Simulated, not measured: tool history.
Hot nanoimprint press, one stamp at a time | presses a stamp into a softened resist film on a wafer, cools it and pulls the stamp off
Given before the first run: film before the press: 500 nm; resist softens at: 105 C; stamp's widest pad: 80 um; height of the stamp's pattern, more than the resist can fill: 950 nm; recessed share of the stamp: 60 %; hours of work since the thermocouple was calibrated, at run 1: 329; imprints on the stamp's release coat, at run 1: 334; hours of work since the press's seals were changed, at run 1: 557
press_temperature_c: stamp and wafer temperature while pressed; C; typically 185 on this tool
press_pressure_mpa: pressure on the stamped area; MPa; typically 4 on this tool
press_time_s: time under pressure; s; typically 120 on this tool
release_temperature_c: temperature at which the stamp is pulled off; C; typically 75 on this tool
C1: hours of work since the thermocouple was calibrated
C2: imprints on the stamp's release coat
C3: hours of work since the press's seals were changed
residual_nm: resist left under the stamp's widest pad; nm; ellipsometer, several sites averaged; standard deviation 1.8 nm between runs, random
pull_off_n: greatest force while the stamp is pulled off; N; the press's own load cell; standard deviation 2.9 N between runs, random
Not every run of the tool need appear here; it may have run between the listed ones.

run 1 hour=0 | press_temperature_c=185 press_pressure_mpa=4 press_time_s=120 release_temperature_c=75 | C1=329 C2=334 C3=557 | residual_nm=285.1 pull_off_n=181
run 2 hour=47.9 | press_temperature_c=185 press_pressure_mpa=5.96 press_time_s=120 release_temperature_c=75 | C1=365 C2=491 C3=593 | residual_nm=242.3 pull_off_n=187
run 3 hour=96 | press_temperature_c=185 press_pressure_mpa=5.96 press_time_s=120 release_temperature_c=75 | C1=401 C2=649 C3=629 | residual_nm=245.5 pull_off_n=181
run 4 hour=124.9 | press_temperature_c=185 press_pressure_mpa=5.96 press_time_s=120 release_temperature_c=75 | C1=423 C2=744 C3=651 | residual_nm=245.5 pull_off_n=182
-- hour=136.2 stamp cleaned and given a new release coat
run 5 hour=161 | press_temperature_c=185 press_pressure_mpa=5.02 press_time_s=120 release_temperature_c=75 | C1=446 C2=81 C3=674 | residual_nm=259 pull_off_n=179
run 6 hour=196.5 | press_temperature_c=189 press_pressure_mpa=4 press_time_s=120 release_temperature_c=75 | C1=472 C2=198 C3=700 | residual_nm=243.8 pull_off_n=191
-- hour=213.8 plate thermocouple calibrated
run 7 hour=232.1 | press_temperature_c=189 press_pressure_mpa=4 press_time_s=120 release_temperature_c=75 | C1=14 C2=304 C3=725 | residual_nm=247.3 pull_off_n=183
-- hour=275.1 press's hydraulic seals changed and the load cell set to zero
run 8 hour=295.7 | press_temperature_c=189 press_pressure_mpa=4 press_time_s=120 release_temperature_c=75 | C1=55 C2=487 C3=16 | residual_nm=245 pull_off_n=189
run 9 hour=347.1 | press_temperature_c=185 press_pressure_mpa=4 press_time_s=120 release_temperature_c=75 | C1=94 C2=655 C3=54 | residual_nm=288.3 pull_off_n=183
-- hour=381.7 stamp cleaned and given a new release coat
run 10 hour=392.2 | press_temperature_c=185 press_pressure_mpa=4 press_time_s=120 release_temperature_c=65 | C1=123 C2=34 C3=83 | residual_nm=284.5 pull_off_n=218
run 11 hour=420.6 | press_temperature_c=185 press_pressure_mpa=4 press_time_s=120 release_temperature_c=65 | C1=145 C2=127 C3=105 | residual_nm=287.7 pull_off_n=220
run 12 hour=452.9 | press_temperature_c=185 press_pressure_mpa=4 press_time_s=120 release_temperature_c=65 | C1=169 C2=233 C3=129 | residual_nm=284.3 pull_off_n=217

Run 13 comes next. What will it give?
run 13 hour=482.7 | press_temperature_c=185 press_pressure_mpa=2.58 press_time_s=120 release_temperature_c=75 | C1=191 C2=331 C3=151 | residual_nm=? pull_off_n=?

{"run 13": {"residual_nm": 330.3, "pull_off_n": 183}}
If the tool had no hidden condition, the same run with the same run-to-run variation would have returned residual_nm 330.6 nm, pull_off_n 183 N.
